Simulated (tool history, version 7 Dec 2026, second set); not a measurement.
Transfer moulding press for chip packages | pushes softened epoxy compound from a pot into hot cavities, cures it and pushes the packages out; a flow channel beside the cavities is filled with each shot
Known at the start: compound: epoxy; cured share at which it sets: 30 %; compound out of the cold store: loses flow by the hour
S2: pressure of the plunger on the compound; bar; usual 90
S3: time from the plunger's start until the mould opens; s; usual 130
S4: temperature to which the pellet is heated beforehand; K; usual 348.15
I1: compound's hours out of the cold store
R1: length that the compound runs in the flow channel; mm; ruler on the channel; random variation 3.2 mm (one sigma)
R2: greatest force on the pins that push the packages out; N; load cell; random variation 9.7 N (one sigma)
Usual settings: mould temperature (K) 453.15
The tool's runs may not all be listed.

{"run": 1, "day": 0.0, "mould temperature (K)": 453.15, "S2": 90, "S3": 130, "S4": 348.15, "I1": 44, "R1": 589, "R2": 607}
{"run": 2, "day": 1.238, "mould temperature (K)": 453.15, "S2": 90, "S3": 130, "S4": 348.15, "I1": 42.1, "R1": 592, "R2": 668}
{"day": 1.875, "done": "mould's thermocouples calibrated"}
{"day": 2.454, "done": "cavities cleaned with cleaning compound and waxed"}
{"run": 3, "day": 3.0, "mould temperature (K)": 453.15, "S2": 90, "S3": 130, "S4": 348.15, "I1": 19.3, "R1": 653, "R2": 534}
{"run": 4, "day": 4.25, "mould temperature (K)": 453.15, "S2": 90, "S3": 130, "S4": 348.15, "I1": 47, "R1": 576, "R2": 572}
{"run": 5, "day": 5.292, "mould temperature (K)": 453.15, "S2": 90, "S3": 130, "S4": 348.15, "I1": 35.9, "R1": 600, "R2": 613}
{"run": 6, "day": 6.133, "mould temperature (K)": 453.15, "S2": 90, "S3": 130, "S4": 348.15, "I1": 15.5, "R1": 649, "R2": 681}
{"run": 7, "day": 6.879, "mould temperature (K)": 453.15, "S2": 90, "S3": 130, "S4": 348.15, "I1": 44.6, "R1": 574, "R2": 651}
{"day": 7.579, "done": "cavities cleaned with cleaning compound and waxed"}
{"run": 8, "day": 8.554, "mould temperature (K)": 453.15, "S2": 90, "S3": 130, "S4": 348.15, "I1": 15.1, "R1": 654, "R2": 561}
{"run": 9, "day": 9.617, "mould temperature (K)": 453.15, "S2": 90, "S3": 130, "S4": 348.15, "I1": 35.2, "R1": 591, "R2": 600}
{"run": 10, "day": 10.742, "mould temperature (K)": 457.15, "S2": 90, "S3": 130, "S4": 348.15, "I1": 26.4, "R1": 613, "R2": 555}
{"run": 11, "day": 11.5, "mould temperature (K)": 457.15, "S2": 90, "S3": 130, "S4": 348.15, "I1": 12.5, "R1": 638, "R2": 595}
{"run": 12, "day": 12.292, "mould temperature (K)": 457.15, "S2": 90, "S3": 130, "S4": 348.15, "I1": 21.1, "R1": 621, "R2": 625}
{"day": 12.738, "done": "cavities cleaned with cleaning compound and waxed"}
{"run": 13, "day": 13.104, "mould temperature (K)": 453.15, "S2": 75.4, "S3": 130, "S4": 348.15, "I1": 27.2, "R1": 560, "R2": 506}
{"run": 14, "day": 14.329, "mould temperature (K)": 453.15, "S2": 75.4, "S3": 130, "S4": 348.15, "I1": 34.3, "R1": 534, "R2": 570}
{"run": 15, "day": 15.304, "mould temperature (K)": 453.15, "S2": 75.4, "S3": 130, "S4": 348.15, "I1": 46.1, "R1": 508, "R2": 605}
{"run": 16, "day": 16.075, "mould temperature (K)": 453.15, "S2": 69.2, "S3": 140, "S4": 356.15, "I1": 37.3, "R1": 503, "R2": 587}
{"run": 17, "day": 17.512, "mould temperature (K)": 453.15, "S2": 93.6, "S3": 140, "S4": 356.15, "I1": 35, "R1": 589, "R2": 640}
{"day": 17.942, "done": "cavities cleaned with cleaning compound and waxed"}
{"run": 18, "day": 18.583, "mould temperature (K)": 458.15, "S2": 90, "S3": 151, "S4": 348.15, "I1": 8.8, "R1": 643, "R2": 414}
{"run": 19, "day": 19.558, "mould temperature (K)": 455.15, "S2": 108.5, "S3": 130, "S4": 348.15, "I1": 24.9, "R1": 658, "R2": 569}

The next listed run, before its measurement:
{"run": 20, "day": 20.742, "mould temperature (K)": 454.15, "S2": 90.2, "S3": 130, "S4": 348.15, "I1": 47.3, "R1": "?", "R2": "?"}

Run 20 gave R1 536 mm, R2 572 N.
Without the tool's hidden state the same run would have given R1 592 mm, R2 411 N.

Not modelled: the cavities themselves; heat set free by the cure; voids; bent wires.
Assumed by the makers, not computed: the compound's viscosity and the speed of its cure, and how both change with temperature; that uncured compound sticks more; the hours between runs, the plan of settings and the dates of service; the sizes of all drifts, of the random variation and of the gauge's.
